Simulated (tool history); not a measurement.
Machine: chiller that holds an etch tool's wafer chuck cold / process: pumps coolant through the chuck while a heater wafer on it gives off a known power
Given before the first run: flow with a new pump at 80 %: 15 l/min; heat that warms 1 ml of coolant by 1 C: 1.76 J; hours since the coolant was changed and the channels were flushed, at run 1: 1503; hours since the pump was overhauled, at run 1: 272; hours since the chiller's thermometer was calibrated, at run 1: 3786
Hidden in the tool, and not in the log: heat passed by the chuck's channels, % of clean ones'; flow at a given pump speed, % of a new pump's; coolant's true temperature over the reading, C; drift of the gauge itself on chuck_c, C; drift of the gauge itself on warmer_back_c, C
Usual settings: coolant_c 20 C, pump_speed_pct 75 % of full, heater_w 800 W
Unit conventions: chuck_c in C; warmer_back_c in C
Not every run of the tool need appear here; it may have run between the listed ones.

run	hour	coolant_c	pump_speed_pct	heater_w	hours since the coolant was changed and the channels were flushed	hours since the pump was overhauled	hours since the chiller's thermometer was calibrated	chuck_c	warmer_back_c
1	0	20	75	800	1503	272	3786	25.26	1.9
2	86.5	20	75	800	1589	359	3872	25.1	1.94
3	161.6	20	75	800	1664	434	3947	24.99	1.94
4	289.8	20	75	800	1792	562	4076	25.08	1.96
5	364.8	20	83	800	1867	637	4151	24.62	1.76
6	458.8	20	67	800	1961	731	4245	25.56	2.21
7	549	20	67	800	2052	821	4335	25.69	2.21
8	621.6	20	67	800	2124	894	4407	25.67	2.2
9	751.7	20	67	800	2254	1024	4538	25.67	2.18
10	872.6	20	75	800	2375	1145	4658	25.11	1.98
11	980.2	20	75	800	2483	1253	4766	25.16	1.96
12	1073.1	20	82	800	2576	1345	4859	24.66	1.78
13	1192.8	20	82	800	2695	1465	4979	24.84	1.81
14	1270	20	75	417	2773	1542	5056	22.71	0.99
# hour 1295.4: chiller's thermometer calibrated
15	1330	20	75	417	2832	1601	35	22.65	1.03
16	1445	20	75	430	2947	1716	150	22.8	1.04
17	1575.8	14	87	642	3077	1847	280	17.57	1.3
18	1674.9	20	66	1138	3177	1946	380	28.19	3.16
19	1745.7	20	66	1138	3247	2017	450	28.11	3.16
20	1806.3	28	64	1013	3308	2078	511	35.53	2.93
21	1899.3	20	99	505	3401	2171	604	22.53	0.9

Forecast each of these 5 alternatives for the next run:
A	1990.3	12	94	800	3492	2262	695	?	?
B	1990.3	15	82	473	3492	2262	695	?	?
C	1990.3	20	86	800	3492	2262	695	?	?
D	1990.3	20	82	800	3492	2262	695	?	?
E	1990.3	29	99	1062	3492	2262	695	?	?

run	chuck_c	warmer_back_c
A	16.2	1.54
B	17.68	1.05
C	24.42	1.66
D	24.7	1.77
E	34.24	1.95
What these runs would have given with no unlogged condition in the tool:
run	chuck_c	warmer_back_c
A	16.19	1.54
B	17.68	1.05
C	24.41	1.66
D	24.69	1.76
E	34.23	1.95
